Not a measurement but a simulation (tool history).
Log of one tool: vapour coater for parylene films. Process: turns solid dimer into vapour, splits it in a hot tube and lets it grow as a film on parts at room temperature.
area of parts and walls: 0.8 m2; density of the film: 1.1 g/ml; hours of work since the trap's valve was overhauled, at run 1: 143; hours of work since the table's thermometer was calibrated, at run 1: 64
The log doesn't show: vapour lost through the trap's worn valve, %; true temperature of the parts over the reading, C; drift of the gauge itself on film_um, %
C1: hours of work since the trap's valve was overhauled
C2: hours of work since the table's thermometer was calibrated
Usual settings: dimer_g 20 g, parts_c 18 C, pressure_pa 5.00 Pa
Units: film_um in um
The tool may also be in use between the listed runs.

{"run": 1, "day": 0.0, "dimer_g": 20, "parts_c": 18, "pressure_pa": 5.0, "C1": 143, "C2": 64, "film_um": 15.42}
{"run": 2, "day": 0.279, "dimer_g": 20, "parts_c": 18, "pressure_pa": 5.0, "C1": 147, "C2": 68, "film_um": 15.63}
{"run": 3, "day": 0.546, "dimer_g": 20, "parts_c": 18, "pressure_pa": 5.0, "C1": 151, "C2": 72, "film_um": 15.3}
{"run": 4, "day": 0.912, "dimer_g": 20, "parts_c": 18, "pressure_pa": 5.0, "C1": 157, "C2": 78, "film_um": 15.36}
{"run": 5, "day": 1.558, "dimer_g": 20, "parts_c": 18, "pressure_pa": 5.0, "C1": 167, "C2": 88, "film_um": 15.53}
{"run": 6, "day": 1.967, "dimer_g": 20, "parts_c": 18, "pressure_pa": 5.0, "C1": 173, "C2": 94, "film_um": 15.5}
{"run": 7, "day": 2.604, "dimer_g": 20, "parts_c": 18, "pressure_pa": 5.0, "C1": 183, "C2": 104, "film_um": 15.39}
{"run": 8, "day": 3.058, "dimer_g": 20, "parts_c": 18, "pressure_pa": 2.32, "C1": 190, "C2": 111, "film_um": 16.61}
{"run": 9, "day": 3.654, "dimer_g": 20, "parts_c": 18, "pressure_pa": 2.32, "C1": 199, "C2": 121, "film_um": 16.6}
{"run": 10, "day": 4.275, "dimer_g": 20, "parts_c": 18, "pressure_pa": 2.32, "C1": 209, "C2": 130, "film_um": 16.64}
{"run": 11, "day": 4.783, "dimer_g": 20, "parts_c": 18, "pressure_pa": 2.32, "C1": 217, "C2": 138, "film_um": 16.57}
{"run": 12, "day": 5.167, "dimer_g": 20, "parts_c": 18, "pressure_pa": 2.32, "C1": 223, "C2": 144, "film_um": 16.38}
{"run": 13, "day": 5.483, "dimer_g": 20, "parts_c": 18, "pressure_pa": 2.32, "C1": 228, "C2": 149, "film_um": 16.41}
{"run": 14, "day": 5.867, "dimer_g": 20, "parts_c": 18, "pressure_pa": 2.32, "C1": 234, "C2": 155, "film_um": 16.56}
{"run": 15, "day": 6.142, "dimer_g": 20, "parts_c": 18, "pressure_pa": 2.47, "C1": 238, "C2": 159, "film_um": 16.25}
{"day": 6.8, "done": "trap's valve overhauled"}
{"run": 16, "day": 6.838, "dimer_g": 9, "parts_c": 18, "pressure_pa": 5.0, "C1": 1, "C2": 167, "film_um": 7.25}
{"run": 17, "day": 7.458, "dimer_g": 13, "parts_c": 18, "pressure_pa": 5.0, "C1": 10, "C2": 177, "film_um": 10.54}
{"run": 18, "day": 8.058, "dimer_g": 13, "parts_c": 18, "pressure_pa": 5.0, "C1": 20, "C2": 186, "film_um": 10.31}
{"run": 19, "day": 8.517, "dimer_g": 20, "parts_c": 18, "pressure_pa": 5.0, "C1": 27, "C2": 193, "film_um": 15.85}
{"run": 20, "day": 8.796, "dimer_g": 20, "parts_c": 18, "pressure_pa": 5.0, "C1": 31, "C2": 198, "film_um": 15.98}
{"run": 21, "day": 9.371, "dimer_g": 20, "parts_c": 18, "pressure_pa": 9.95, "C1": 40, "C2": 207, "film_um": 14.74}
{"run": 22, "day": 9.958, "dimer_g": 20, "parts_c": 18, "pressure_pa": 5.0, "C1": 49, "C2": 216, "film_um": 15.61}
{"run": 23, "day": 10.258, "dimer_g": 20, "parts_c": 18, "pressure_pa": 5.0, "C1": 54, "C2": 221, "film_um": 15.76}
{"run": 24, "day": 10.812, "dimer_g": 11, "parts_c": 13, "pressure_pa": 2.74, "C1": 62, "C2": 229, "film_um": 10.98}
{"run": 25, "day": 11.129, "dimer_g": 35, "parts_c": 12, "pressure_pa": 7.23, "C1": 67, "C2": 234, "film_um": 33.33}
{"run": 26, "day": 11.688, "dimer_g": 28, "parts_c": 13, "pressure_pa": 8.83, "C1": 76, "C2": 243, "film_um": 25.11}
{"run": 27, "day": 12.304, "dimer_g": 20, "parts_c": 13, "pressure_pa": 5.54, "C1": 85, "C2": 252, "film_um": 18.94}
{"run": 28, "day": 12.85, "dimer_g": 15, "parts_c": 18, "pressure_pa": 10.06, "C1": 94, "C2": 261, "film_um": 10.87}
{"run": 29, "day": 13.362, "dimer_g": 15, "parts_c": 18, "pressure_pa": 10.06, "C1": 102, "C2": 269, "film_um": 10.84}
{"run": 30, "day": 13.696, "dimer_g": 14, "parts_c": 22, "pressure_pa": 2.23, "C1": 107, "C2": 274, "film_um": 10.07}
{"run": 31, "day": 14.217, "dimer_g": 20, "parts_c": 14, "pressure_pa": 2.73, "C1": 115, "C2": 282, "film_um": 19.12}
{"run": 32, "day": 14.562, "dimer_g": 20, "parts_c": 20, "pressure_pa": 5.0, "C1": 120, "C2": 287, "film_um": 14.49}
{"run": 33, "day": 14.867, "dimer_g": 20, "parts_c": 18, "pressure_pa": 5.0, "C1": 125, "C2": 292, "film_um": 15.33}
{"run": 34, "day": 15.238, "dimer_g": 20, "parts_c": 19, "pressure_pa": 6.14, "C1": 131, "C2": 298, "film_um": 14.57}
{"run": 35, "day": 15.771, "dimer_g": 20, "parts_c": 19, "pressure_pa": 6.14, "C1": 139, "C2": 306, "film_um": 14.59}
{"run": 36, "day": 16.067, "dimer_g": 18, "parts_c": 26, "pressure_pa": 5.0, "C1": 144, "C2": 311, "film_um": 10.08}
{"run": 37, "day": 16.358, "dimer_g": 10, "parts_c": 20, "pressure_pa": 5.0, "C1": 148, "C2": 315, "film_um": 7.03}
{"run": 38, "day": 16.846, "dimer_g": 12, "parts_c": 20, "pressure_pa": 5.37, "C1": 156, "C2": 323, "film_um": 8.52}
{"run": 39, "day": 17.304, "dimer_g": 12, "parts_c": 20, "pressure_pa": 5.37, "C1": 163, "C2": 330, "film_um": 8.27}
{"run": 40, "day": 17.588, "dimer_g": 12, "parts_c": 20, "pressure_pa": 5.37, "C1": 167, "C2": 334, "film_um": 8.33}
{"run": 41, "day": 18.125, "dimer_g": 32, "parts_c": 15, "pressure_pa": 5.0, "C1": 176, "C2": 343, "film_um": 27.32}
{"run": 42, "day": 18.442, "dimer_g": 13, "parts_c": 24, "pressure_pa": 6.57, "C1": 181, "C2": 347, "film_um": 7.61}
{"run": 43, "day": 18.825, "dimer_g": 13, "parts_c": 19, "pressure_pa": 4.15, "C1": 187, "C2": 353, "film_um": 9.81}
{"run": 44, "day": 19.154, "dimer_g": 13, "parts_c": 19, "pressure_pa": 4.15, "C1": 192, "C2": 358, "film_um": 9.65}

Hidden state or all else? Some run-to-run changes of film_um, split into what the settings, what came in and random variation would give without the hidden state, and what is left for the hidden state (with any gauge scatter that isn't in both results):
Run 15 -> 16: dimer_g 20 -> 9, pressure_pa 2.47 -> 5.00, trap's valve overhauled. film_um -9.00 um: hidden state +0.89, all else -9.89.
Run 24 -> 25: dimer_g 11 -> 35, parts_c 13 -> 12, pressure_pa 2.74 -> 7.23. film_um +22.35 um: hidden state -0.59, all else +22.94.
Run 40 -> 41: dimer_g 12 -> 32, parts_c 20 -> 15, pressure_pa 5.37 -> 5.00. film_um +18.99 um: hidden state -1.06, all else +20.05.
Run 41 -> 42: dimer_g 32 -> 13, parts_c 15 -> 24, pressure_pa 5.00 -> 6.57. film_um -19.71 um: hidden state +1.07, all else -20.78.
